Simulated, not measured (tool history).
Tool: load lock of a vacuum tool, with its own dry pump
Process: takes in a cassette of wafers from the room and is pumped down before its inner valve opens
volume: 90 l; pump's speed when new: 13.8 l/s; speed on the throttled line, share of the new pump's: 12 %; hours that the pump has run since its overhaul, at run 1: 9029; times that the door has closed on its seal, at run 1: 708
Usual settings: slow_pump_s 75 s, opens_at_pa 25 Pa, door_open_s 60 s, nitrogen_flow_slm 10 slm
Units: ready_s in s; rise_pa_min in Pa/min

| run | hour | slow_pump_s | opens_at_pa | door_open_s | nitrogen_flow_slm | hours that the pump has run since its overhaul | times that the door has closed on its seal | incoming humidity of the room's air, % | ready_s | rise_pa_min |
|---|---|---|---|---|---|---|---|---|---|---|
| 1 | 0.0 | 75 | 25 | 60 | 10 | 9029 | 708 | 46.7 | 119.9 | 0.017 |
| 2 | 101.5 | 75 | 25 | 60 | 10 | 9131 | 885 | 44.4 | 121.1 | 0.019 |
| 3 | 224.3 | 45 | 25 | 60 | 10 | 9253 | 1099 | 45.0 | 93.5 | 0.016 |
| 4 | 306.4 | 45 | 25 | 60 | 10 | 9335 | 1242 | 47.0 | 93.5 | 0.019 |
| 5 | 424.5 | 45 | 25 | 60 | 10 | 9453 | 1448 | 45.2 | 92.7 | 0.014 |
| 6 | 486.0 | 45 | 25 | 60 | 10 | 9515 | 1555 | 44.9 | 93.9 | 0.015 |
| 7 | 550.9 | 45 | 25 | 60 | 39 | 9580 | 1669 | 44.7 | 93.5 | 0.009 |
| 8 | 621.6 | 45 | 25 | 60 | 9 | 9651 | 1792 | 44.3 | 93.2 | 0.020 |
| 9 | 695.5 | 75 | 25 | 60 | 10 | 9724 | 1921 | 46.5 | 120.2 | 0.016 |
| 10 | 749.6 | 107 | 25 | 60 | 10 | 9779 | 2015 | 42.7 | 147.2 | 0.016 |
| 11 | 818.8 | 75 | 25 | 60 | 10 | 9848 | 2136 | 44.4 | 119.4 | 0.020 |
| 12 | 877.0 | 75 | 25 | 60 | 10 | 9906 | 2237 | 46.3 | 121.8 | 0.018 |
| 13 | 987.8 | 75 | 25 | 60 | 10 | 10017 | 2430 | 45.3 | 120.4 | 0.023 |
| 14 | 1089.8 | 75 | 25 | 60 | 10 | 10119 | 2608 | 48.4 | 119.3 | 0.022 |
| 15 | 1161.5 | 75 | 25 | 36 | 10 | 10190 | 2733 | 46.8 | 120.4 | 0.023 |
| 16 | 1245.7 | 75 | 25 | 36 | 10 | 10275 | 2880 | 45.0 | 118.3 | 0.019 |
| 17 | 1348.0 | 75 | 25 | 44 | 5 | 10377 | 3058 | 43.6 | 119.9 | 0.025 |
| 18 | 1412.9 | 75 | 25 | 44 | 5 | 10442 | 3172 | 45.5 | 118.8 | 0.026 |

Forecast run 19:
| 19 | 1488.0 | 95 | 25 | 44 | 36 | 10517 | 3303 | 45.3 | ? | ? |

{"run 19": {"ready_s": 137.4, "rise_pa_min": 0.005}}
Without the tool's hidden state the same run would have given ready_s 137.3 s, rise_pa_min 0.005 Pa/min.
